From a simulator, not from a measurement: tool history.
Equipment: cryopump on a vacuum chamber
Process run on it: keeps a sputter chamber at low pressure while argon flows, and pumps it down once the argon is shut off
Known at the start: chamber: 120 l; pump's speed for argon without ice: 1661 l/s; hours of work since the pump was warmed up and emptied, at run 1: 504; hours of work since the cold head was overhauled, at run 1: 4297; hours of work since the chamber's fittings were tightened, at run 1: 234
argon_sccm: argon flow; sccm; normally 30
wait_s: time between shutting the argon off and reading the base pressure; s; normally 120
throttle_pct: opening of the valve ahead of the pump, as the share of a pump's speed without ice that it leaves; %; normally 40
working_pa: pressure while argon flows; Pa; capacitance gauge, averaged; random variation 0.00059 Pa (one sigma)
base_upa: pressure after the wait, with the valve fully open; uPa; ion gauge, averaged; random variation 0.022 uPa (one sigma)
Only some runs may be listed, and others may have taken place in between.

run,hour,argon_sccm,wait_s,throttle_pct,hours of work since the pump was warmed up and emptied,hours of work since the cold head was overhauled,hours of work since the chamber's fittings were tightened,working_pa,base_upa
1,0,30,120,40,504,4297,234,0.079,0.65
2,118,30,43,40,607,4400,337,0.0805,1.33
3,222.2,30,43,40,697,4491,428,0.0822,1.18
4,299.4,30,98,40,765,4558,495,0.0811,0.76
5,385.1,30,98,40,840,4633,570,0.0812,0.77
# hour 459.2: pump warmed up, emptied and cooled again
6,490.5,30,120,18,27,4721,658,0.1727,0.73
7,554,15,120,18,83,4776,713,0.086,0.68
8,611.4,15,120,18,133,4826,763,0.0861,0.71
9,668.5,15,120,18,183,4876,813,0.0857,0.72
10,749.9,30,120,18,254,4947,884,0.1736,0.69
11,844.5,30,120,18,336,5030,966,0.1716,0.8
12,932.5,30,120,40,413,5106,1043,0.0794,0.8
13,1053.1,30,120,40,518,5212,1148,0.0801,0.85
14,1113.4,30,120,40,571,5264,1201,0.0806,0.78
15,1197.9,30,120,40,644,5338,1275,0.0815,0.85
16,1326.4,30,120,40,756,5450,1387,0.0819,0.86
17,1388.5,30,120,40,811,5504,1441,0.083,0.9
# hour 1491.6: pump warmed up, emptied and cooled again
18,1504.3,30,120,40,11,5601,1538,0.0782,0.83
19,1585.7,16,53,40,82,5672,1609,0.0416,1.28
20,1643.6,31,53,39,133,5722,1659,0.0828,1.31
21,1700.9,31,53,39,183,5772,1709,0.0829,1.35
22,1817.2,27,284,45,284,5874,1811,0.0633,0.71
23,1879.5,27,284,45,338,5928,1865,0.0625,0.72
# hour 1919.5: leaking fittings of the chamber tightened, without venting
24,1992.5,27,284,45,435,6025,64,0.0637,0.4
25,2058.8,27,284,45,493,6083,121,0.0643,0.42
26,2150.3,30,125,30,573,6163,201,0.106,0.59
27,2221.5,30,125,30,635,6225,263,0.1065,0.59
28,2308.2,30,125,30,711,6300,339,0.1071,0.65
29,2441.9,24,82,30,827,6417,456,0.0865,0.86
# hour 2526.2: pump warmed up, emptied and cooled again
30,2568.8,30,221,19,37,6523,562,0.162,0.48
31,2639.2,30,221,19,99,6585,623,0.1623,0.52
32,2714.4,30,221,19,164,6650,689,0.162,0.51
33,2788.6,30,34,45,229,6715,754,0.0701,1.62
34,2886.3,30,34,45,314,6800,839,0.0713,1.64

Consider 3 possible next runs. They are alternatives, not a sequence: every one starts from the tool as it was left by run 34. What does each give?
A,3008.2,17,40,40,420,6907,945,?,?
B,3008.2,50,64,40,420,6907,945,?,?
C,3008.2,30,120,22,420,6907,945,?,?

run,working_pa,base_upa
A,0.0462,1.51
B,0.1322,1.01
C,0.1427,0.72
Take away the tool's hidden state, keep each run's random variation, and the runs would have read:
run,working_pa,base_upa
A,0.0441,1.27
B,0.1261,0.78
C,0.139,0.49

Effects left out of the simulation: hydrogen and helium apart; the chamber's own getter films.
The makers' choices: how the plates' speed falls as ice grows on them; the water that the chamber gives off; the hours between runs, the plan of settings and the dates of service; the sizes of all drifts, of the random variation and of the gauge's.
